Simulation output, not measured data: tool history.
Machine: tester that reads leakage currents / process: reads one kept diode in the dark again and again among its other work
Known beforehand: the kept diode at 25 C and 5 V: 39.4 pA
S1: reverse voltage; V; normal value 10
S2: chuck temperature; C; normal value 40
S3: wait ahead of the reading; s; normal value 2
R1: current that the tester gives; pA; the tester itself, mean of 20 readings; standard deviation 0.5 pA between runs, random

run	hour	S1	S2	S3	R1
1	0	10	40	2	153.28
2	58.9	10	40	2	153.52
3	126.9	10	40	2	154.02
4	203.4	10	40	2	153.67
5	253.1	10	40	2	153.17
6	291.1	10	40	2	152.39
7	353.8	10	40	2	152.38
8	430.7	1.1	40	2	64.54
9	465.7	1.1	40	2	63.99
# hour 501.1: chuck's temperature calibrated
10	503	10	40	2	145.96
11	550	3	40	2	90.04
12	614.5	10	40	2	144.74
13	672.6	1.6	40	2	70.26
14	707.9	1.6	40	2	69.9
15	759.8	7.4	40	2	127.69
16	826	1.2	40	0.74	62.72
17	891.6	5.7	31	1.08	60.39
18	924.6	1.1	31	2.7	30.21
# hour 950.4: chuck's temperature calibrated, once more
19	986.7	1.1	31	2.7	36.7
20	1064.7	1.1	31	2.7	36.58

Expected results for the next run?
21	1098	1.1	31	2.7	?

Run 21 gave R1 36.47 pA.
The same run, on a tool lacking any hidden state, would have yielded R1 36.25 pA.
